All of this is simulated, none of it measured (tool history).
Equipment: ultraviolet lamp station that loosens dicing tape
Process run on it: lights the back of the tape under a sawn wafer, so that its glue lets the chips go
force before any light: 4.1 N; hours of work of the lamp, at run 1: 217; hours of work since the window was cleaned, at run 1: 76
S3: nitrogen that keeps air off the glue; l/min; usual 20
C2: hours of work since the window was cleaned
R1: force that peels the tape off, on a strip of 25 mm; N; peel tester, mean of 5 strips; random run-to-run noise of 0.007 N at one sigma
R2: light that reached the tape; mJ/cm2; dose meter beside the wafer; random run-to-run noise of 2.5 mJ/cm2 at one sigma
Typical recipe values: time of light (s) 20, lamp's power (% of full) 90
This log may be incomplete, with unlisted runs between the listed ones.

Run 1, hour 0: usual settings; hours of work of the lamp 217; C2 76. Result: R1 0.241 N, R2 311 mJ/cm2.
Run 2, hour 12.2: usual settings; hours of work of the lamp 226; C2 85. Result: R1 0.246 N, R2 314 mJ/cm2.
Run 3, hour 25.6: usual settings but S3 31 l/min; hours of work of the lamp 237; C2 96. Result: R1 0.222 N, R2 315 mJ/cm2.
Run 4, hour 36: usual settings but S3 18 l/min; hours of work of the lamp 245; C2 104. Result: R1 0.248 N, R2 317 mJ/cm2.
Run 5, hour 49.1: usual settings; hours of work of the lamp 255; C2 114. Result: R1 0.247 N, R2 313 mJ/cm2.
Run 6, hour 62.7: usual settings but lamp's power (% of full) 88; hours of work of the lamp 265; C2 124. Result: R1 0.256 N, R2 304 mJ/cm2.
Run 7, hour 69.4: usual settings but lamp's power (% of full) 88; hours of work of the lamp 270; C2 129. Result: R1 0.253 N, R2 311 mJ/cm2.
Run 8, hour 79.6: usual settings but lamp's power (% of full) 88; hours of work of the lamp 278; C2 137. Result: R1 0.242 N, R2 309 mJ/cm2.
Run 9, hour 93.2: usual settings but time of light (s) 14, lamp's power (% of full) 94, S3 35 l/min; hours of work of the lamp 288; C2 147. Result: R1 0.309 N, R2 235 mJ/cm2.
Run 10, hour 103.3: usual settings but time of light (s) 12, S3 17 l/min; hours of work of the lamp 296; C2 155. Result: R1 0.51 N, R2 191 mJ/cm2.

Forecast each of these 5 alternatives for the next run:
Run A, hour 113.8: usual settings but lamp's power (% of full) 96, S3 9 l/min; hours of work of the lamp 304; C2 163. Result: R1 ?, R2 ?.
Run B, hour 113.8: usual settings but time of light (s) 21, lamp's power (% of full) 64, S3 8 l/min; hours of work of the lamp 304; C2 163. Result: R1 ?, R2 ?.
Run C, hour 113.8: usual settings but time of light (s) 12, lamp's power (% of full) 62, S3 17 l/min; hours of work of the lamp 304; C2 163. Result: R1 ?, R2 ?.
Run D, hour 113.8: usual settings but S3 25 l/min; hours of work of the lamp 304; C2 163. Result: R1 ?, R2 ?.
Run E, hour 113.8: usual settings but time of light (s) 10, S3 35 l/min; hours of work of the lamp 304; C2 163. Result: R1 ?, R2 ?.

run     R1   R2
  A  0.268  337
  B  0.452  234
  C  0.849  130
  D  0.239  318
  E  0.563  154
Had the tool no hidden state, the same runs would have come out as:
run     R1   R2
  A  0.268  338
  B  0.451  235
  C  0.847  130
  D  0.238  318
  E  0.562  154
